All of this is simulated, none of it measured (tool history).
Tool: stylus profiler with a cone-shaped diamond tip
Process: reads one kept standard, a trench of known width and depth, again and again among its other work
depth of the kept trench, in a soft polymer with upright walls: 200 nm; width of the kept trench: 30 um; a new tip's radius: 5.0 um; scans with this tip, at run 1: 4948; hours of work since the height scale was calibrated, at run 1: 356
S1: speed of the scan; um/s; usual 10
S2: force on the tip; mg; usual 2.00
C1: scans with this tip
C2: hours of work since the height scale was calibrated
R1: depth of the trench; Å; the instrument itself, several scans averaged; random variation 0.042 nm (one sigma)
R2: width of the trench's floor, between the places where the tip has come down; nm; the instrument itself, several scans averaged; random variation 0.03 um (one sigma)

run	hour	S1	S2	C1	C2	R1	R2
1	0.0	10	2.00	4948	356	2015.1	26270
2	28.3	10	2.00	5169	372	2015.2	26260
3	62.3	5	2.00	5434	391	2015.1	26310
4	81.8	5	2.00	5587	402	2014.4	26220
5	103.7	5	5.20	5758	414	2026.3	26240
6	126.5	5	5.20	5936	427	2026.6	26160
# hour 129.4: height scale calibrated on a step standard
7	148.4	2	2.00	6103	11	2015.9	26180
8	172.3	10	2.00	6290	24	2016.5	26080
9	206.7	10	2.00	6558	43	2016.7	26080
# hour 210.4: height scale calibrated on a step standard, once more
10	240.4	10	3.32	6817	17	2019.8	26000
11	256.0	16	1.66	6939	26	2013.2	25950
12	273.0	16	1.66	7072	35	2012.6	25950
13	307.4	3	2.79	7341	54	2018.1	25970
14	342.2	25	5.42	7612	74	2026.1	25810
15	369.2	11	1.97	7824	89	2014.2	25860
16	388.2	11	1.97	7972	100	2013.4	25870
17	411.3	10	1.70	8152	113	2013.6	25800
18	437.5	22	3.25	8357	128	2020.2	25730
19	455.2	22	3.25	8495	137	2019.6	25680

4 ways to go on from here, each from the tool as it stands after run 19. What would each give?
A	470.3	9	2.00	8613	146	?	?
B	470.3	11	3.25	8613	146	?	?
C	470.3	39	1.19	8613	146	?	?
D	470.3	29	4.12	8613	146	?	?

run	R1	R2
A	2014.2	25700
B	2020.0	25780
C	2011.1	25540
D	2022.9	25690
Without the tool's hidden state the same runs would have given:
run	R1	R2
A	2011.9	27090
B	2017.7	27170
C	2008.8	26930
D	2020.6	27080
